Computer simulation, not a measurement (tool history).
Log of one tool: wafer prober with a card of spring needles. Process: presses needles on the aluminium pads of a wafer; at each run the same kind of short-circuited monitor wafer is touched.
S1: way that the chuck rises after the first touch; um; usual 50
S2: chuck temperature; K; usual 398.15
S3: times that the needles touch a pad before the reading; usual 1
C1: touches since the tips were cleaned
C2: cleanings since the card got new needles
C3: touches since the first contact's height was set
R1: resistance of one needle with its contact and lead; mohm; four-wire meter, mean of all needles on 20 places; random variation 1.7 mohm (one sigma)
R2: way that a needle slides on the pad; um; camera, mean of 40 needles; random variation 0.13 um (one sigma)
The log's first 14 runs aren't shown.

-- hour=135.7 tips cleaned on abrasive film
run 15 hour=138.1 | S1=50 S2=398.15 S3=1 | C1=684 C2=46 C3=176374 | R1=253 R2=8.35
run 16 hour=144 | S1=50 S2=398.15 S3=1 | C1=2338 C2=46 C3=178028 | R1=337 R2=8.42
-- hour=148.4 tips cleaned on abrasive film
run 17 hour=154.9 | S1=50 S2=398.15 S3=1 | C1=1826 C2=47 C3=181079 | R1=312 R2=8.34
-- hour=161.1 tips cleaned on abrasive film
run 18 hour=168.2 | S1=50 S2=398.15 S3=1 | C1=2027 C2=48 C3=184815 | R1=317 R2=8.56
-- hour=174.6 tips cleaned on abrasive film
run 19 hour=181.2 | S1=50 S2=375.15 S3=2 | C1=1860 C2=49 C3=188442 | R1=261 R2=8.38
-- hour=187.7 tips cleaned on abrasive film
run 20 hour=191.2 | S1=50 S2=375.15 S3=2 | C1=1008 C2=50 C3=191247 | R1=231 R2=8.44
-- hour=200.7 tips cleaned on abrasive film
run 21 hour=202.5 | S1=50 S2=398.15 S3=2 | C1=508 C2=51 C3=194381 | R1=211 R2=8.48
run 22 hour=209.3 | S1=50 S2=398.15 S3=2 | C1=2428 C2=51 C3=196301 | R1=280 R2=8.56
-- hour=213.1 tips cleaned on abrasive film
run 23 hour=220.9 | S1=52 S2=360.15 S3=1 | C1=2216 C2=52 C3=199558 | R1=324 R2=8.77
-- hour=226 tips cleaned on abrasive film
run 24 hour=229 | S1=52 S2=360.15 S3=1 | C1=851 C2=53 C3=201803 | R1=252 R2=8.59
-- hour=238.6 tips cleaned on abrasive film
run 25 hour=242.4 | S1=38 S2=303.15 S3=1 | C1=1077 C2=54 C3=205564 | R1=378 R2=5.87
-- hour=252 tips cleaned on abrasive film
run 26 hour=255 | S1=38 S2=303.15 S3=1 | C1=842 C2=55 C3=209083 | R1=324 R2=6.19
run 27 hour=261.8 | S1=38 S2=303.15 S3=1 | C1=2768 C2=55 C3=211009 | R1=563 R2=5.94
-- hour=264.9 tips cleaned on abrasive film
run 28 hour=271.2 | S1=35 S2=398.15 S3=2 | C1=1751 C2=56 C3=213609 | R1=374 R2=5.34
-- hour=277.4 tips cleaned on abrasive film
run 29 hour=279.8 | S1=61 S2=313.15 S3=2 | C1=677 C2=57 C3=216029 | R1=196 R2=10.26
-- hour=290.8 tips cleaned on abrasive film
run 30 hour=293.1 | S1=42 S2=300.15 S3=1 | C1=650 C2=58 C3=219754 | R1=284 R2=6.78
run 31 hour=302 | S1=38 S2=376.15 S3=2 | C1=3138 C2=58 C3=222242 | R1=418 R2=5.97
-- hour=304.3 tips cleaned on abrasive film
run 32 hour=314.7 | S1=68 S2=366.15 S3=1 | C1=2929 C2=59 C3=225812 | R1=287 R2=11.66

5 ways to go on from here, each from the tool as it stands after run 32. What would each give?
-- hour=317.5 tips cleaned on abrasive film
-- hour=322.1 height of the first contact set anew
run A hour=326.4 | S1=53 S2=367.15 S3=2 | C1=2441 C2=60 C3=1211 | R1=? R2=?
-- hour=317.5 tips cleaned on abrasive film
-- hour=322.1 height of the first contact set anew
run B hour=326.4 | S1=50 S2=398.15 S3=1 | C1=2441 C2=60 C3=1211 | R1=? R2=?
-- hour=317.5 tips cleaned on abrasive film
-- hour=322.1 height of the first contact set anew
run C hour=326.4 | S1=33 S2=366.15 S3=1 | C1=2441 C2=60 C3=1211 | R1=? R2=?
-- hour=317.5 tips cleaned on abrasive film
-- hour=322.1 height of the first contact set anew
run D hour=326.4 | S1=65 S2=345.15 S3=1 | C1=2441 C2=60 C3=1211 | R1=? R2=?
-- hour=317.5 tips cleaned on abrasive film
-- hour=322.1 height of the first contact set anew
run E hour=326.4 | S1=30 S2=338.15 S3=1 | C1=2441 C2=60 C3=1211 | R1=? R2=?

run=A R1=256 R2=10.14
run=B R1=320 R2=9.21
run=C R1=505 R2=5.98
run=D R1=266 R2=12.18
run=E R1=579 R2=5.72
Without the tool's hidden state the same runs would have given:
run=A R1=172 R2=10.14
run=B R1=175 R2=9.21
run=C R1=177 R2=5.98
run=D R1=165 R2=12.18
run=E R1=173 R2=5.72

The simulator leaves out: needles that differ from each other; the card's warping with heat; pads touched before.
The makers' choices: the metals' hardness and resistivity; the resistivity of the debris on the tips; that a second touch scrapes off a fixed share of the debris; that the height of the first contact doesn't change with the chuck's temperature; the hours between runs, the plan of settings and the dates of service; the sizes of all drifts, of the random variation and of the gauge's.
